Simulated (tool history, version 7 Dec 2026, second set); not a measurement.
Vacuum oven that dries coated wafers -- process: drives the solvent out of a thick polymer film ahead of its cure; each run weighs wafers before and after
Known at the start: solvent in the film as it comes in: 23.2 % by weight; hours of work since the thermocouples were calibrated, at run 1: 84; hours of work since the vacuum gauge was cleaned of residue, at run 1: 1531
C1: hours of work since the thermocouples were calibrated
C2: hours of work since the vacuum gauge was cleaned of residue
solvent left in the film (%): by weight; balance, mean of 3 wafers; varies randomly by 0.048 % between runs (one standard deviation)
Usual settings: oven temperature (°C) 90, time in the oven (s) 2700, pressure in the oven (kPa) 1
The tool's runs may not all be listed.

Run 1, hour 0: usual settings; C1 84; C2 1531. Result: solvent left in the film (%) 2.4.
Run 2, hour 92.4: usual settings but oven temperature (°C) 76; C1 122; C2 1569. Result: solvent left in the film (%) 8.22.
Run 3, hour 153.3: usual settings; C1 147; C2 1594. Result: solvent left in the film (%) 2.41.
At hour 162.4: vacuum gauge cleaned of residue and calibrated.
Run 4, hour 225.9: usual settings; C1 176; C2 26. Result: solvent left in the film (%) 2.5.
Run 5, hour 291.1: usual settings; C1 202; C2 53. Result: solvent left in the film (%) 2.45.
Run 6, hour 334.2: usual settings; C1 220; C2 70. Result: solvent left in the film (%) 2.43.
Run 7, hour 382.2: usual settings but oven temperature (°C) 91, time in the oven (s) 4320, pressure in the oven (kPa) 0.53; C1 239; C2 90. Result: solvent left in the film (%) 0.91.
At hour 436.1: vacuum gauge cleaned of residue and calibrated, once more.
Run 8, hour 452.7: usual settings but oven temperature (°C) 91, time in the oven (s) 4320, pressure in the oven (kPa) 0.53; C1 268; C2 7. Result: solvent left in the film (%) 0.59.
Run 9, hour 497.2: usual settings but oven temperature (°C) 91, time in the oven (s) 4320, pressure in the oven (kPa) 0.53; C1 286; C2 25. Result: solvent left in the film (%) 0.51.
Run 10, hour 559.5: usual settings but oven temperature (°C) 91, time in the oven (s) 4320, pressure in the oven (kPa) 0.53; C1 311; C2 50. Result: solvent left in the film (%) 0.65.
Run 11, hour 635: usual settings but oven temperature (°C) 99, pressure in the oven (kPa) 0.83; C1 342; C2 81. Result: solvent left in the film (%) 0.52.

Forecast each of these 5 alternatives for the next run:
Run A, hour 704.2: usual settings but oven temperature (°C) 77, time in the oven (s) 3900, pressure in the oven (kPa) 0.83; C1 370; C2 110. Result: solvent left in the film (%) ?.
Run B, hour 704.2: usual settings but oven temperature (°C) 89, pressure in the oven (kPa) 0.9; C1 370; C2 110. Result: solvent left in the film (%) ?.
Run C, hour 704.2: usual settings but oven temperature (°C) 76, time in the oven (s) 1440, pressure in the oven (kPa) 0.83; C1 370; C2 110. Result: solvent left in the film (%) ?.
Run D, hour 704.2: usual settings but oven temperature (°C) 101; C1 370; C2 110. Result: solvent left in the film (%) ?.
Run E, hour 704.2: usual settings but oven temperature (°C) 99, pressure in the oven (kPa) 0.87; C1 370; C2 110. Result: solvent left in the film (%) ?.

run  solvent left in the film (%)
  A                          4.78
  B                          2.34
  C                         11.49
  D                          0.46
  E                          0.57
With the hidden condition removed and each run's random variation left untouched, the same runs would have given:
run  solvent left in the film (%)
  A                          5.01
  B                          2.49
  C                         11.71
  D                          0.48
  E                           0.6

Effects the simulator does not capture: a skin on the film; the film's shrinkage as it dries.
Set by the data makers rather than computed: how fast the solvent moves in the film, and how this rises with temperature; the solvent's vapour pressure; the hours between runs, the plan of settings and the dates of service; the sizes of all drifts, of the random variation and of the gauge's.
